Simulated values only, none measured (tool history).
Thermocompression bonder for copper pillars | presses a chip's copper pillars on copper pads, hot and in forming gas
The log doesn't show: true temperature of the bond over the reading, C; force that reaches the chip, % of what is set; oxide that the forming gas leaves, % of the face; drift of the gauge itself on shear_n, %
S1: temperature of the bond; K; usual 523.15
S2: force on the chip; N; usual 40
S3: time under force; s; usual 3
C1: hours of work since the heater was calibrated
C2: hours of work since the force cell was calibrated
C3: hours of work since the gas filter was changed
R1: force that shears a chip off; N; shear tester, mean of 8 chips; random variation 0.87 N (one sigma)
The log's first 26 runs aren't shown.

run    hour      S1  S2  S3   C1   C2   C3    R1
 27   650.1  502.15  49   9   32   26  350  92.2
 28   667.2  502.15  49   2   40   34  358  63.2
      694.5  -- forming gas filter changed
 29   694.5  502.15  27   3   52   46    0  42.7
 30   727.3  502.15  27   3   67   61   15  43.7
 31   754.3  502.15  57   4   80   74   28  91.7
 32   770.2  540.15  40   3   87   81   35  94.3
 33   805.8  540.15  40   3  104   98   51  92.0
 34   829.6  514.15  40   3  115  109   62  72.2
 35   849.0  545.15  28   3  124  118   71  72.8
 36   865.7  511.15  26   3  131  125   79  43.3
 37   891.7  511.15  26   3  143  137   91  44.1
 38   913.6  548.15  26   5  153  147  101  80.2
 39   943.2  548.15  26   5  167  161  115  79.8
 40   972.0  523.15  27   7  180  174  128  70.5
 41  1002.4  523.15  27   7  195  188  142  70.8

Forecast each of these 3 alternatives for the next run:
  A  1017.2  523.15  39   7  201  195  149   ?
  B  1017.2  523.15  27   3  201  195  149   ?
  C  1017.2  522.15  27   7  201  195  149   ?

run    R1
  A  92.2
  B  51.6
  C  67.7
Without the tool's hidden state the same runs would have given:
run     R1
  A  100.4
  B   58.3
  C   75.5
